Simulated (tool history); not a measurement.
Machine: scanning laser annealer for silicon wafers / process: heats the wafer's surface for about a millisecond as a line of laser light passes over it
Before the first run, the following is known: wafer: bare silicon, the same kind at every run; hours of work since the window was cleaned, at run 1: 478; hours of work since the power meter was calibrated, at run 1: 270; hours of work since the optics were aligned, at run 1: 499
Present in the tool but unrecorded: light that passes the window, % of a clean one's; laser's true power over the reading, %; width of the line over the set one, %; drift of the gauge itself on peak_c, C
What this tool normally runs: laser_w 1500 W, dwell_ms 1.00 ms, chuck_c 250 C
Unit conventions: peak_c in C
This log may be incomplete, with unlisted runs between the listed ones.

| run | hour | laser_w | dwell_ms | chuck_c | hours of work since the window was cleaned | hours of work since the power meter was calibrated | hours of work since the optics were aligned | peak_c |
|---|---|---|---|---|---|---|---|---|
| 1 | 0.0 | 1500 | 1.00 | 250 | 478 | 270 | 499 | 1063 |
|  | 15.4 | window over the wafer cleaned |
| 2 | 19.3 | 1500 | 1.16 | 250 | 2 | 277 | 507 | 1163 |
| 3 | 52.6 | 1643 | 1.00 | 250 | 16 | 291 | 521 | 1192 |
| 4 | 74.6 | 1643 | 1.00 | 250 | 25 | 300 | 530 | 1185 |
| 5 | 107.1 | 1424 | 1.00 | 250 | 39 | 314 | 544 | 1036 |
| 6 | 124.8 | 1424 | 1.00 | 250 | 46 | 322 | 551 | 1038 |
| 7 | 152.7 | 1424 | 1.00 | 250 | 58 | 333 | 563 | 1039 |
| 8 | 192.2 | 1424 | 1.00 | 250 | 75 | 350 | 580 | 1037 |
| 9 | 217.8 | 1333 | 0.84 | 221 | 86 | 361 | 591 | 887 |
| 10 | 245.6 | 1311 | 1.05 | 253 | 98 | 373 | 603 | 986 |
| 11 | 271.0 | 1534 | 0.97 | 254 | 108 | 384 | 613 | 1100 |
| 12 | 306.3 | 1534 | 0.97 | 254 | 123 | 398 | 628 | 1095 |

Predict the results of run 13:
| 13 | 336.5 | 1413 | 1.19 | 289 | 136 | 411 | 641 | ? |

Run 13 measured peak_c 1137 C.
With the hidden condition absent and the run-to-run variation left alone, this run would have shown peak_c 1147 C.
